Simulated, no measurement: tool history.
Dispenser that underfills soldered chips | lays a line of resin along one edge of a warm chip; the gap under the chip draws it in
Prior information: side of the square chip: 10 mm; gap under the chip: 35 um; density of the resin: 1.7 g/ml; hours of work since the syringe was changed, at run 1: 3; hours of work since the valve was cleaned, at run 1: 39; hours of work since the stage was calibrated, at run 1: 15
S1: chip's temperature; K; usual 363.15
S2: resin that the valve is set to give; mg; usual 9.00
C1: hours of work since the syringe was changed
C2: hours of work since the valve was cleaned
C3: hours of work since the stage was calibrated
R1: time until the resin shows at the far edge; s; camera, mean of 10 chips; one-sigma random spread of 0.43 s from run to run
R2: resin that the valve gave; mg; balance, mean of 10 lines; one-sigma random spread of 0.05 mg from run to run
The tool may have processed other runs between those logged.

| run | hour | S1 | S2 | C1 | C2 | C3 | R1 | R2 |
|---|---|---|---|---|---|---|---|---|
| 1 | 0.0 | 363.15 | 9.00 | 3 | 39 | 15 | 38.8 | 8.81 |
| 2 | 6.6 | 363.15 | 9.00 | 8 | 43 | 20 | 50.3 | 8.91 |
|  | 13.5 | new syringe of resin |
| 3 | 18.8 | 363.15 | 10.79 | 4 | 52 | 28 | 38.9 | 10.59 |
| 4 | 26.6 | 363.15 | 10.79 | 9 | 57 | 33 | 55.2 | 10.54 |
|  | 31.7 | new syringe of resin |
|  | 32.7 | dispensing valve cleaned and set on the balance |
| 5 | 35.0 | 378.15 | 9.00 | 2 | 2 | 38 | 24.1 | 9.03 |
| 6 | 42.3 | 378.15 | 9.00 | 7 | 7 | 43 | 31.9 | 8.97 |
| 7 | 47.7 | 363.15 | 9.00 | 10 | 10 | 47 | 59.8 | 8.89 |
|  | 50.7 | new syringe of resin |
| 8 | 57.6 | 363.15 | 9.00 | 5 | 17 | 53 | 41.3 | 8.93 |
| 9 | 63.1 | 363.15 | 9.90 | 9 | 21 | 57 | 52.4 | 9.71 |
|  | 68.5 | new syringe of resin |
| 10 | 73.1 | 363.15 | 9.90 | 3 | 27 | 64 | 37.6 | 9.86 |
| 11 | 85.3 | 363.15 | 9.00 | 12 | 36 | 72 | 65.9 | 8.94 |
|  | 86.4 | new syringe of resin |
| 12 | 93.8 | 363.15 | 9.00 | 5 | 41 | 78 | 43.7 | 8.81 |
| 13 | 99.3 | 363.15 | 9.00 | 9 | 45 | 81 | 56.0 | 8.83 |
|  | 104.4 | new syringe of resin |
| 14 | 108.9 | 363.15 | 9.00 | 3 | 51 | 88 | 38.6 | 8.82 |
| 15 | 118.5 | 372.15 | 8.78 | 10 | 58 | 94 | 46.1 | 8.52 |
|  | 122.8 | dispensing valve cleaned and set on the balance |
|  | 123.7 | new syringe of resin |
| 16 | 131.8 | 372.15 | 8.78 | 6 | 6 | 103 | 36.4 | 8.76 |
|  | 142.0 | new syringe of resin |
| 17 | 143.6 | 372.15 | 11.35 | 1 | 14 | 110 | 26.5 | 11.26 |
| 18 | 149.9 | 372.15 | 11.35 | 5 | 18 | 115 | 34.3 | 11.29 |
| 19 | 155.8 | 373.15 | 8.26 | 9 | 22 | 119 | 44.8 | 8.20 |
|  | 160.4 | new syringe of resin |
| 20 | 165.5 | 373.15 | 11.67 | 4 | 29 | 125 | 29.6 | 11.42 |
| 21 | 172.6 | 373.15 | 11.67 | 8 | 33 | 130 | 41.0 | 11.41 |
|  | 178.4 | new syringe of resin |
| 22 | 182.9 | 373.15 | 11.67 | 3 | 40 | 137 | 28.7 | 11.42 |
| 23 | 193.1 | 373.15 | 11.67 | 10 | 47 | 144 | 45.8 | 11.29 |
|  | 196.4 | new syringe of resin |
| 24 | 202.6 | 356.15 | 8.76 | 4 | 54 | 150 | 50.9 | 8.44 |
| 25 | 209.0 | 356.15 | 8.76 | 9 | 58 | 155 | 68.7 | 8.50 |
|  | 213.1 | dispensing valve cleaned and set on the balance |
|  | 215.5 | new syringe of resin |
| 26 | 223.1 | 363.15 | 8.75 | 5 | 7 | 163 | 44.6 | 8.68 |
| 27 | 231.2 | 350.15 | 9.00 | 11 | 12 | 169 | 90.9 | 9.01 |

5 ways to go on from here, each from the tool as it stands after run 27. What would each give?
|  | 233.5 | new syringe of resin |
| A | 244.4 | 370.15 | 9.00 | 7 | 21 | 178 | ? | ? |
|  | 233.5 | new syringe of resin |
| B | 244.4 | 357.15 | 8.20 | 7 | 21 | 178 | ? | ? |
|  | 233.5 | new syringe of resin |
| C | 244.4 | 370.15 | 8.47 | 7 | 21 | 178 | ? | ? |
|  | 233.5 | new syringe of resin |
| D | 244.4 | 350.15 | 8.14 | 7 | 21 | 178 | ? | ? |
|  | 233.5 | new syringe of resin |
| E | 244.4 | 363.15 | 7.70 | 7 | 21 | 178 | ? | ? |

| run | R1 | R2 |
|---|---|---|
| A | 42.0 | 8.88 |
| B | 61.5 | 8.01 |
| C | 41.9 | 8.35 |
| D | 75.5 | 8.08 |
| E | 53.3 | 7.56 |
Without the tool's unlogged condition, the same runs would have read:
| run | R1 | R2 |
|---|---|---|
| A | 25.6 | 8.99 |
| B | 37.7 | 8.10 |
| C | 25.5 | 8.45 |
| D | 46.0 | 8.17 |
| E | 32.5 | 7.65 |

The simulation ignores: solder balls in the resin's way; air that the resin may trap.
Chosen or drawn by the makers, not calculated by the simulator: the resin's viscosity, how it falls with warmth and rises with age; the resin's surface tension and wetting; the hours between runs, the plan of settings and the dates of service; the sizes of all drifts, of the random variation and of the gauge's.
